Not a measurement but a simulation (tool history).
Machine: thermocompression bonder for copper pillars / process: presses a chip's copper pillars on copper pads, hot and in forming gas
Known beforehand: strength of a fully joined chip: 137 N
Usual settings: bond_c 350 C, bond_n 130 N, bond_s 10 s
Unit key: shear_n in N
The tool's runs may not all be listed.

run 1 hour=0 | bond_c=350 bond_n=130 bond_s=10 | shear_n=90.9
run 2 hour=64.3 | bond_c=350 bond_n=130 bond_s=30 | shear_n=117
run 3 hour=143.3 | bond_c=350 bond_n=130 bond_s=30 | shear_n=114.8
run 4 hour=188.4 | bond_c=350 bond_n=130 bond_s=30 | shear_n=115.6
run 5 hour=269 | bond_c=350 bond_n=130 bond_s=30 | shear_n=112.9
run 6 hour=340.8 | bond_c=350 bond_n=130 bond_s=21 | shear_n=106.1
run 7 hour=411.1 | bond_c=350 bond_n=130 bond_s=21 | shear_n=106.4
run 8 hour=479.6 | bond_c=350 bond_n=130 bond_s=21 | shear_n=103.7
run 9 hour=538.8 | bond_c=350 bond_n=130 bond_s=15 | shear_n=102.5
run 10 hour=593.7 | bond_c=350 bond_n=130 bond_s=10 | shear_n=89.3
run 11 hour=635.4 | bond_c=350 bond_n=130 bond_s=10 | shear_n=88.9
run 12 hour=718.4 | bond_c=350 bond_n=130 bond_s=10 | shear_n=89.1
run 13 hour=795.5 | bond_c=350 bond_n=130 bond_s=10 | shear_n=89.2
run 14 hour=844.9 | bond_c=350 bond_n=130 bond_s=10 | shear_n=88.2
run 15 hour=905.9 | bond_c=350 bond_n=130 bond_s=10 | shear_n=90.5
run 16 hour=974.9 | bond_c=350 bond_n=155 bond_s=10 | shear_n=97.9
run 17 hour=1043.6 | bond_c=350 bond_n=155 bond_s=10 | shear_n=100.7
run 18 hour=1088.9 | bond_c=348 bond_n=130 bond_s=10 | shear_n=87.9
run 19 hour=1126.1 | bond_c=348 bond_n=130 bond_s=10 | shear_n=88
run 20 hour=1174.8 | bond_c=348 bond_n=130 bond_s=7 | shear_n=79.8
run 21 hour=1222.7 | bond_c=350 bond_n=123 bond_s=7 | shear_n=76.4
run 22 hour=1271.9 | bond_c=350 bond_n=178 bond_s=6 | shear_n=97.3
run 23 hour=1338.7 | bond_c=350 bond_n=118 bond_s=15 | shear_n=91.3
run 24 hour=1412.8 | bond_c=365 bond_n=125 bond_s=12 | shear_n=97.8
run 25 hour=1493.8 | bond_c=365 bond_n=125 bond_s=12 | shear_n=98.6
run 26 hour=1582.5 | bond_c=331 bond_n=125 bond_s=12 | shear_n=75.2
run 27 hour=1638.3 | bond_c=331 bond_n=125 bond_s=12 | shear_n=77.7
run 28 hour=1708.3 | bond_c=326 bond_n=146 bond_s=12 | shear_n=80.7
run 29 hour=1790.2 | bond_c=326 bond_n=146 bond_s=12 | shear_n=76.5
run 30 hour=1847.7 | bond_c=326 bond_n=146 bond_s=12 | shear_n=75.6
run 31 hour=1889.1 | bond_c=331 bond_n=173 bond_s=5 | shear_n=70.2
run 32 hour=1930.2 | bond_c=376 bond_n=100 bond_s=6 | shear_n=71.6
run 33 hour=1992 | bond_c=376 bond_n=100 bond_s=6 | shear_n=72.5
run 34 hour=2031.5 | bond_c=375 bond_n=170 bond_s=6 | shear_n=107.5
run 35 hour=2089 | bond_c=375 bond_n=170 bond_s=6 | shear_n=106
run 36 hour=2161.1 | bond_c=375 bond_n=170 bond_s=6 | shear_n=107.1
run 37 hour=2229.8 | bond_c=348 bond_n=130 bond_s=10 | shear_n=80.6

Removed from this log: 7 entries logged between the listed runs. Between which two listed runs does each belong, and how does the tool's hidden state at the listed run before it compare with that at the listed run after it?
In the gap between runs 1 and 2: forming gas filter changed (hour 30.4)
  true temperature of the bond over the reading, C: 1.2 -> 1.4; force that reaches the chip, % of what is set: 98.6 -> 98.4; oxide that the forming gas leaves, % of the face: 4.41 -> 0.78
  measured less the result without the state, shear_n: -3.7 -> -0.3 N
In the gap between runs 8 and 9: forming gas filter changed (hour 522.3)
  true temperature of the bond over the reading, C: 2.1 -> 2.2; force that reaches the chip, % of what is set: 96.9 -> 96.7; oxide that the forming gas leaves, % of the face: 4.36 -> 0.68
  measured less the result without the state, shear_n: -4.5 -> -0.6 N
In the gap between runs 16 and 17: forming gas filter changed (hour 1016)
  true temperature of the bond over the reading, C: 3 -> 3.1; force that reaches the chip, % of what is set: 95.2 -> 95; oxide that the forming gas leaves, % of the face: 4.48 -> 0.96
  measured less the result without the state, shear_n: -4.9 -> -1.3 N
In the gap between runs 25 and 26: heater calibrated with a thermocouple chip (hour 1502.4); forming gas filter changed (hour 1512.7)
  true temperature of the bond over the reading, C: 3.9 -> 4.8; force that reaches the chip, % of what is set: 93.4 -> 93.1; oxide that the forming gas leaves, % of the face: 5 -> 1.34
  measured less the result without the state, shear_n: -6 -> -1.3 N
In the gap between runs 28 and 29: heater calibrated with a thermocouple chip, once more (hour 1738.6)
  true temperature of the bond over the reading, C: 5 -> -0.4; force that reaches the chip, % of what is set: 92.7 -> 92.4; oxide that the forming gas leaves, % of the face: 2.49 -> 3.19
  measured less the result without the state, shear_n: -2.4 -> -7.4 N
In the gap between runs 33 and 34: forming gas filter changed (hour 2009.7)
  true temperature of the bond over the reading, C: -0.1 -> 0; force that reaches the chip, % of what is set: 91.7 -> 91.5; oxide that the forming gas leaves, % of the face: 4.93 -> 0.75
  measured less the result without the state, shear_n: -8.9 -> -5.1 N

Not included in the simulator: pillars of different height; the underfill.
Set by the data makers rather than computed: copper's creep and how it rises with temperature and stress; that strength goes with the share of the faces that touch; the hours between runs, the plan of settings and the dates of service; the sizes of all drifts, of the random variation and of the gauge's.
